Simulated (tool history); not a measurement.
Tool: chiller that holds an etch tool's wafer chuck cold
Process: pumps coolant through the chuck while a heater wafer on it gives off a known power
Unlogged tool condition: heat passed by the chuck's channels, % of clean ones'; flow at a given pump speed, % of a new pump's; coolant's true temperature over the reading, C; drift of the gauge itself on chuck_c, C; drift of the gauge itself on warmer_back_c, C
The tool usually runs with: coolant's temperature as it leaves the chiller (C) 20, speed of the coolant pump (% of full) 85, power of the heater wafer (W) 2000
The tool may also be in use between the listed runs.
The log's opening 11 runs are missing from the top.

| run | hour | coolant's temperature as it leaves the chiller (C) | speed of the coolant pump (% of full) | power of the heater wafer (W) | hours since the coolant was changed and the channels were flushed | hours since the pump was overhauled | hours since the chiller's thermometer was calibrated | chuck's temperature once it has settled (K) | how much warmer the coolant comes back (C) |
|---|---|---|---|---|---|---|---|---|---|
| 12 | 666.5 | 20 | 85 | 2000 | 5908 | 1224 | 705 | 312.85 | 6.69 |
| 13 | 727.8 | 20 | 99 | 2000 | 5969 | 1285 | 767 | 310.75 | 5.74 |
| 14 | 798 | 20 | 99 | 2000 | 6040 | 1355 | 837 | 310.75 | 5.75 |
| 15 | 879.3 | 20 | 99 | 2000 | 6121 | 1437 | 918 | 310.95 | 5.78 |
| 16 | 936.3 | 20 | 99 | 2000 | 6178 | 1494 | 975 | 310.85 | 5.75 |
| 17 | 985.8 | 20 | 74 | 2000 | 6227 | 1543 | 1025 | 315.55 | 7.67 |
| 18 | 1035.9 | 29 | 71 | 2000 | 6277 | 1593 | 1075 | 325.15 | 7.9 |
| 19 | 1069.7 | 13 | 97 | 1320 | 6311 | 1627 | 1109 | 298.25 | 3.9 |
| 20 | 1137 | 13 | 97 | 1320 | 6379 | 1694 | 1176 | 298.15 | 3.9 |
| 21 | 1217.3 | 20 | 85 | 1561 | 6459 | 1775 | 1256 | 308.95 | 5.22 |
| 22 | 1284.8 | 17 | 71 | 1561 | 6526 | 1842 | 1324 | 308.35 | 6.24 |
|  | 1295.8 | coolant pump overhauled |
| 23 | 1358.3 | 15 | 73 | 1838 | 6595 | 63 | 1392 | 309.35 | 7.38 |
| 24 | 1417.2 | 15 | 73 | 1838 | 6654 | 121 | 1451 | 309.75 | 7.37 |
| 25 | 1468.6 | 15 | 73 | 1838 | 6705 | 173 | 1503 | 309.75 | 7.41 |
| 26 | 1534.4 | 15 | 73 | 1838 | 6771 | 239 | 1568 | 309.75 | 7.36 |
| 27 | 1585.5 | 17 | 82 | 1201 | 6822 | 290 | 1619 | 303.05 | 4.34 |
| 28 | 1621.7 | 20 | 62 | 2354 | 6858 | 326 | 1656 | 324.85 | 11.15 |
| 29 | 1660.8 | 18 | 73 | 1965 | 6897 | 365 | 1695 | 314.25 | 7.91 |
|  | 1684.4 | coolant pump overhauled, once more |
| 30 | 1727.2 | 12 | 85 | 2776 | 6959 | 43 | 1756 | 312.65 | 8.85 |
| 31 | 1765.3 | 12 | 85 | 2776 | 6997 | 81 | 1794 | 312.65 | 8.96 |

Branching from run 31: 3 alternative next runs. What would each branch give?
| A | 1831.6 | 20 | 78 | 2000 | 7063 | 147 | 1861 | ? | ? |
| B | 1831.6 | 22 | 85 | 2000 | 7063 | 147 | 1861 | ? | ? |
| C | 1831.6 | 20 | 85 | 1726 | 7063 | 147 | 1861 | ? | ? |

| run | chuck's temperature once it has settled (K) | how much warmer the coolant comes back (C) |
|---|---|---|
| A | 314.25 | 6.99 |
| B | 315.15 | 6.43 |
| C | 310.35 | 5.54 |
With no hidden state in the tool, these same runs would have given:
| run | chuck's temperature once it has settled (K) | how much warmer the coolant comes back (C) |
|---|---|---|
| A | 310.35 | 7 |
| B | 311.55 | 6.44 |
| C | 307.15 | 5.55 |
